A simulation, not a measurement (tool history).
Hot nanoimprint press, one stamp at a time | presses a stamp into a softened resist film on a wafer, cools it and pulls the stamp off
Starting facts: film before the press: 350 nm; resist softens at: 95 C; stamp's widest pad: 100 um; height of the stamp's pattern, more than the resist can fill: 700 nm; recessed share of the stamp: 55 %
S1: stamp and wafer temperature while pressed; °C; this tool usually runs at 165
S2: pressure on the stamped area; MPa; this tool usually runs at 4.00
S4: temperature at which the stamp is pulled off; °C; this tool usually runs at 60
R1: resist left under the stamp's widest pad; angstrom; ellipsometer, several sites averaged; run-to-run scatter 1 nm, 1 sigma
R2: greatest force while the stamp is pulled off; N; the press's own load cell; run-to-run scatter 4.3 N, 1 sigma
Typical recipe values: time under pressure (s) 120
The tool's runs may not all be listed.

{"run": 1, "day": 0.0, "S1": 165, "S2": 4.0, "time under pressure (s)": 120, "S4": 60, "R1": 1559, "R2": 355}
{"run": 2, "day": 2.221, "S1": 165, "S2": 4.0, "time under pressure (s)": 79, "S4": 60, "R1": 1788, "R2": 368}
{"day": 3.371, "done": "stamp cleaned and given a new release coat"}
{"run": 3, "day": 5.433, "S1": 165, "S2": 4.0, "time under pressure (s)": 79, "S4": 46, "R1": 1775, "R2": 268}
{"day": 6.117, "done": "plate thermocouple calibrated"}
{"run": 4, "day": 8.067, "S1": 165, "S2": 4.0, "time under pressure (s)": 120, "S4": 60, "R1": 1623, "R2": 233}
{"run": 5, "day": 10.929, "S1": 165, "S2": 4.0, "time under pressure (s)": 120, "S4": 60, "R1": 1628, "R2": 245}
{"run": 6, "day": 14.096, "S1": 165, "S2": 4.0, "time under pressure (s)": 120, "S4": 60, "R1": 1610, "R2": 278}
{"run": 7, "day": 17.296, "S1": 165, "S2": 4.0, "time under pressure (s)": 120, "S4": 60, "R1": 1591, "R2": 300}
{"day": 18.896, "done": "press's hydraulic seals changed and the load cell set to zero"}
{"run": 8, "day": 20.258, "S1": 165, "S2": 4.0, "time under pressure (s)": 120, "S4": 60, "R1": 1526, "R2": 320}
{"run": 9, "day": 23.075, "S1": 165, "S2": 4.0, "time under pressure (s)": 120, "S4": 60, "R1": 1515, "R2": 333}
{"run": 10, "day": 25.338, "S1": 165, "S2": 4.0, "time under pressure (s)": 120, "S4": 60, "R1": 1513, "R2": 351}
{"run": 11, "day": 27.783, "S1": 165, "S2": 4.0, "time under pressure (s)": 120, "S4": 60, "R1": 1505, "R2": 359}
{"day": 29.108, "done": "stamp cleaned and given a new release coat"}
{"run": 12, "day": 29.775, "S1": 156, "S2": 4.0, "time under pressure (s)": 120, "S4": 60, "R1": 2196, "R2": 216}
{"run": 13, "day": 31.292, "S1": 156, "S2": 4.0, "time under pressure (s)": 120, "S4": 60, "R1": 2189, "R2": 215}
{"run": 14, "day": 34.183, "S1": 156, "S2": 4.0, "time under pressure (s)": 120, "S4": 60, "R1": 2187, "R2": 243}
{"run": 15, "day": 36.6, "S1": 156, "S2": 4.0, "time under pressure (s)": 120, "S4": 60, "R1": 2197, "R2": 246}
{"day": 37.279, "done": "plate thermocouple calibrated"}
{"run": 16, "day": 38.438, "S1": 156, "S2": 4.0, "time under pressure (s)": 228, "S4": 60, "R1": 1956, "R2": 265}
{"run": 17, "day": 41.2, "S1": 157, "S2": 4.47, "time under pressure (s)": 96, "S4": 62, "R1": 2324, "R2": 280}
{"run": 18, "day": 43.467, "S1": 159, "S2": 5.0, "time under pressure (s)": 204, "S4": 45, "R1": 1574, "R2": 386}
{"run": 19, "day": 45.912, "S1": 159, "S2": 5.54, "time under pressure (s)": 204, "S4": 66, "R1": 1460, "R2": 292}
{"run": 20, "day": 47.579, "S1": 159, "S2": 5.54, "time under pressure (s)": 204, "S4": 66, "R1": 1477, "R2": 308}
{"run": 21, "day": 50.267, "S1": 167, "S2": 5.54, "time under pressure (s)": 204, "S4": 66, "R1": 996, "R2": 320}
{"run": 22, "day": 52.612, "S1": 165, "S2": 3.47, "time under pressure (s)": 76, "S4": 60, "R1": 1964, "R2": 355}
{"day": 54.417, "done": "stamp cleaned and given a new release coat"}
{"run": 23, "day": 54.496, "S1": 165, "S2": 4.98, "time under pressure (s)": 120, "S4": 60, "R1": 1410, "R2": 203}
{"run": 24, "day": 57.35, "S1": 174, "S2": 4.98, "time under pressure (s)": 203, "S4": 67, "R1": 755, "R2": 202}
{"run": 25, "day": 59.871, "S1": 169, "S2": 5.28, "time under pressure (s)": 203, "S4": 55, "R1": 913, "R2": 272}
{"run": 26, "day": 61.912, "S1": 165, "S2": 3.0, "time under pressure (s)": 163, "S4": 51, "R1": 1594, "R2": 298}
{"run": 27, "day": 64.929, "S1": 165, "S2": 4.0, "time under pressure (s)": 120, "S4": 60, "R1": 1542, "R2": 271}
{"run": 28, "day": 66.471, "S1": 165, "S2": 4.0, "time under pressure (s)": 120, "S4": 60, "R1": 1540, "R2": 284}
{"day": 68.246, "done": "plate thermocouple calibrated"}
{"run": 29, "day": 69.088, "S1": 164, "S2": 4.0, "time under pressure (s)": 184, "S4": 45, "R1": 1456, "R2": 384}
{"run": 30, "day": 70.996, "S1": 165, "S2": 4.0, "time under pressure (s)": 133, "S4": 60, "R1": 1570, "R2": 321}

4 options for the next run, each taken on its own from the tool as it stands now. Forecast them:
{"run": "A", "day": 72.892, "S1": 165, "S2": 4.0, "time under pressure (s)": 64, "S4": 60, "R1": "?", "R2": "?"}
{"run": "B", "day": 72.892, "S1": 165, "S2": 3.59, "time under pressure (s)": 148, "S4": 59, "R1": "?", "R2": "?"}
{"run": "C", "day": 72.892, "S1": 153, "S2": 4.0, "time under pressure (s)": 65, "S4": 60, "R1": "?", "R2": "?"}
{"run": "D", "day": 72.892, "S1": 163, "S2": 3.22, "time under pressure (s)": 112, "S4": 60, "R1": "?", "R2": "?"}

run=A R1=1992 R2=346
run=B R1=1584 R2=334
run=C R1=2906 R2=329
run=D R1=1952 R2=337
What these runs would have given with no unlogged condition in the tool:
run=A R1=1957 R2=217
run=B R1=1557 R2=210
run=C R1=2885 R2=206
run=D R1=1930 R2=211

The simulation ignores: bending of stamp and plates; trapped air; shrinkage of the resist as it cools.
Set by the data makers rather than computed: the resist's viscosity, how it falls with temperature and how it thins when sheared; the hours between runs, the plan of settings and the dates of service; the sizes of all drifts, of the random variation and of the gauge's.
